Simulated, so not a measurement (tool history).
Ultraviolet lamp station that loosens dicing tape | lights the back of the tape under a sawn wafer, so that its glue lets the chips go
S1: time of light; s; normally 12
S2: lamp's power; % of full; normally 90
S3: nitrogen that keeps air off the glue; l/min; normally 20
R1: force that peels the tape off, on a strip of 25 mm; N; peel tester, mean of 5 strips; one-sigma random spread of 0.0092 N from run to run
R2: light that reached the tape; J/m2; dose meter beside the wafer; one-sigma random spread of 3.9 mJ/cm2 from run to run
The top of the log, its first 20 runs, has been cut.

{"run": 21, "day": 15.942, "S1": 12, "S2": 90, "S3": 20, "R1": 0.612, "R2": 5090}
{"run": 22, "day": 16.446, "S1": 12, "S2": 63, "S3": 9, "R1": 1.518, "R2": 3530}
{"run": 23, "day": 17.088, "S1": 6, "S2": 83, "S3": 20, "R1": 1.7, "R2": 2320}
{"run": 24, "day": 17.812, "S1": 15, "S2": 68, "S3": 24, "R1": 0.615, "R2": 4680}
{"run": 25, "day": 18.867, "S1": 6, "S2": 79, "S3": 8, "R1": 2.289, "R2": 2140}
{"run": 26, "day": 19.8, "S1": 7, "S2": 66, "S3": 20, "R1": 1.775, "R2": 2060}
{"run": 27, "day": 20.867, "S1": 7, "S2": 66, "S3": 20, "R1": 1.823, "R2": 2040}
{"run": 28, "day": 21.546, "S1": 7, "S2": 80, "S3": 36, "R1": 1.271, "R2": 2440}
{"run": 29, "day": 22.554, "S1": 7, "S2": 79, "S3": 21, "R1": 1.523, "R2": 2420}
{"run": 30, "day": 23.329, "S1": 7, "S2": 79, "S3": 21, "R1": 1.594, "R2": 2410}
{"day": 23.821, "done": "window cleaned of glue's vapour"}
{"run": 31, "day": 23.917, "S1": 7, "S2": 79, "S3": 20, "R1": 1.527, "R2": 2470}
{"run": 32, "day": 24.542, "S1": 7, "S2": 79, "S3": 20, "R1": 1.556, "R2": 2460}
{"run": 33, "day": 25.358, "S1": 7, "S2": 79, "S3": 20, "R1": 1.536, "R2": 2480}
{"run": 34, "day": 26.196, "S1": 7, "S2": 79, "S3": 20, "R1": 1.639, "R2": 2460}
{"run": 35, "day": 26.912, "S1": 12, "S2": 76, "S3": 12, "R1": 1.207, "R2": 4000}
{"run": 36, "day": 27.671, "S1": 12, "S2": 76, "S3": 12, "R1": 1.194, "R2": 3980}
{"run": 37, "day": 28.421, "S1": 12, "S2": 76, "S3": 12, "R1": 1.177, "R2": 3950}
{"run": 38, "day": 29.375, "S1": 12, "S2": 76, "S3": 12, "R1": 1.224, "R2": 3880}
{"run": 39, "day": 30.146, "S1": 12, "S2": 81, "S3": 11, "R1": 1.19, "R2": 4110}
{"run": 40, "day": 31.271, "S1": 21, "S2": 75, "S3": 12, "R1": 0.564, "R2": 6560}
{"run": 41, "day": 32.308, "S1": 21, "S2": 75, "S3": 12, "R1": 0.576, "R2": 6480}
{"run": 42, "day": 33.208, "S1": 12, "S2": 77, "S3": 18, "R1": 1.022, "R2": 3790}

Here are 5 independent what-if runs from the current tool condition. What would each one return?
{"run": "A", "day": 33.962, "S1": 12, "S2": 70, "S3": 29, "R1": "?", "R2": "?"}
{"run": "B", "day": 33.962, "S1": 8, "S2": 90, "S3": 24, "R1": "?", "R2": "?"}
{"run": "C", "day": 33.962, "S1": 11, "S2": 73, "S3": 33, "R1": "?", "R2": "?"}
{"run": "D", "day": 33.962, "S1": 14, "S2": 88, "S3": 31, "R1": "?", "R2": "?"}
{"run": "E", "day": 33.962, "S1": 10, "S2": 73, "S3": 20, "R1": "?", "R2": "?"}

run=A R1=0.931 R2=3420
run=B R1=1.205 R2=2890
run=C R1=0.908 R2=3290
run=D R1=0.500 R2=5000
run=E R1=1.255 R2=2960
Without the tool's unlogged condition, the same runs would have read:
run=A R1=0.483 R2=5180
run=B R1=0.682 R2=4390
run=C R1=0.470 R2=4970
run=D R1=0.236 R2=7570
run=E R1=0.731 R2=4490

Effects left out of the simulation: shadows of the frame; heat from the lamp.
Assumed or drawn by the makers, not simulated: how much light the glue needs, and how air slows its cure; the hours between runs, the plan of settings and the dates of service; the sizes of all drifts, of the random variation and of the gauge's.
